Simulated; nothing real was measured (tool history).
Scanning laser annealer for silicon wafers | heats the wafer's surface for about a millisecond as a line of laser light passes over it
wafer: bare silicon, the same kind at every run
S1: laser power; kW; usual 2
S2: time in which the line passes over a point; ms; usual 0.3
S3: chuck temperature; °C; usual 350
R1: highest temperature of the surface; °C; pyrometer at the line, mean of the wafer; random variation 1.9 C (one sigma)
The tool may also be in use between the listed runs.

run	hour	S1	S2	S3	R1
1	0	2	0.3	350	1183
2	11.5	2	0.3	350	1182
3	19.1	2	0.3	366	1199
4	32.6	2	0.3	366	1200
5	44.1	2	0.3	366	1197
6	52.2	2	0.3	366	1200
7	65.6	2	0.3	366	1198
8	77.1	2	0.231	338	1071
9	87.4	1.891	0.211	367	1032
10	93.8	1.847	0.271	367	1102
11	104.5	1.847	0.271	367	1100
12	112.5	2.15	0.251	367	1189
13	122.9	1.777	0.366	376	1186
14	135.4	1.777	0.366	376	1188

Forecast each of these 4 alternatives for the next run:
A	144.1	1.979	0.309	367	?
B	144.1	1.777	0.366	330	?
C	144.1	1.777	0.288	333	?
D	144.1	2	0.269	350	?

run	R1
A	1203
B	1144
C	1056
D	1138
Without the tool's hidden state the same runs would have given:
run	R1
A	1203
B	1144
C	1056
D	1139
